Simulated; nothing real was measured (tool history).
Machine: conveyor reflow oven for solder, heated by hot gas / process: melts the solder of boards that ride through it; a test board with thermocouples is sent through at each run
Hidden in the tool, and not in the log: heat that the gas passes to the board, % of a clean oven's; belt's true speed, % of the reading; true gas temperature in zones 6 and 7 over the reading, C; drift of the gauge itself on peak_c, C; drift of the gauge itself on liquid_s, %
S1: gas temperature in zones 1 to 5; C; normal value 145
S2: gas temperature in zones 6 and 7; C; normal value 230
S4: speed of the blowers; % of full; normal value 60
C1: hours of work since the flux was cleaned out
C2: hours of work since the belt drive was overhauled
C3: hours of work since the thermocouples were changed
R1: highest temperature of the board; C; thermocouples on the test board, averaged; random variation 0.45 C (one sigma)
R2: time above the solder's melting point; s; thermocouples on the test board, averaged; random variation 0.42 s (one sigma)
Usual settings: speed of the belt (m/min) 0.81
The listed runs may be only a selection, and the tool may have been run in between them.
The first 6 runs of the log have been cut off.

run 7 hour=376.2 | S1=145 S2=230 speed_of_the_belt_(m/min)=0.81 S4=60 | C1=69 C2=232 C3=181 | R1=209.7 R2=39.7
run 8 hour=425.4 | S1=145 S2=222 speed_of_the_belt_(m/min)=0.81 S4=60 | C1=92 C2=255 C3=204 | R1=203.1 R2=34.2
run 9 hour=478.5 | S1=154 S2=230 speed_of_the_belt_(m/min)=0.81 S4=60 | C1=117 C2=280 C3=229 | R1=212.2 R2=45.4
run 10 hour=544.5 | S1=145 S2=230 speed_of_the_belt_(m/min)=0.81 S4=60 | C1=147 C2=310 C3=260 | R1=209 R2=40.5
run 11 hour=605.5 | S1=145 S2=230 speed_of_the_belt_(m/min)=0.706 S4=60 | C1=176 C2=339 C3=288 | R1=213.7 R2=49.8
run 12 hour=658.1 | S1=145 S2=230 speed_of_the_belt_(m/min)=0.81 S4=60 | C1=200 C2=363 C3=312 | R1=208.4 R2=39.8
-- hour=688.9 flux residue cleaned out of gas plates and filters
run 13 hour=734.9 | S1=145 S2=230 speed_of_the_belt_(m/min)=0.81 S4=60 | C1=21 C2=397 C3=346 | R1=210 R2=40.1
run 14 hour=792.6 | S1=145 S2=230 speed_of_the_belt_(m/min)=0.81 S4=60 | C1=48 C2=423 C3=373 | R1=209.7 R2=40.8
run 15 hour=838.8 | S1=145 S2=238 speed_of_the_belt_(m/min)=0.81 S4=60 | C1=70 C2=445 C3=394 | R1=216.6 R2=45.4
run 16 hour=871.7 | S1=145 S2=230 speed_of_the_belt_(m/min)=0.918 S4=67 | C1=85 C2=460 C3=410 | R1=206.3 R2=31.8
run 17 hour=923.5 | S1=145 S2=235 speed_of_the_belt_(m/min)=0.81 S4=81 | C1=109 C2=484 C3=434 | R1=217 R2=47

Forecast run 18:
run 18 hour=973.6 | S1=132 S2=223 speed_of_the_belt_(m/min)=0.81 S4=56 | C1=132 C2=508 C3=457 | R1=? R2=?

R1: 200.3 C
R2: 27.2 s
Minus the tool's unlogged condition, the same run would have read R1 200.1 C, R2 27.1 s.
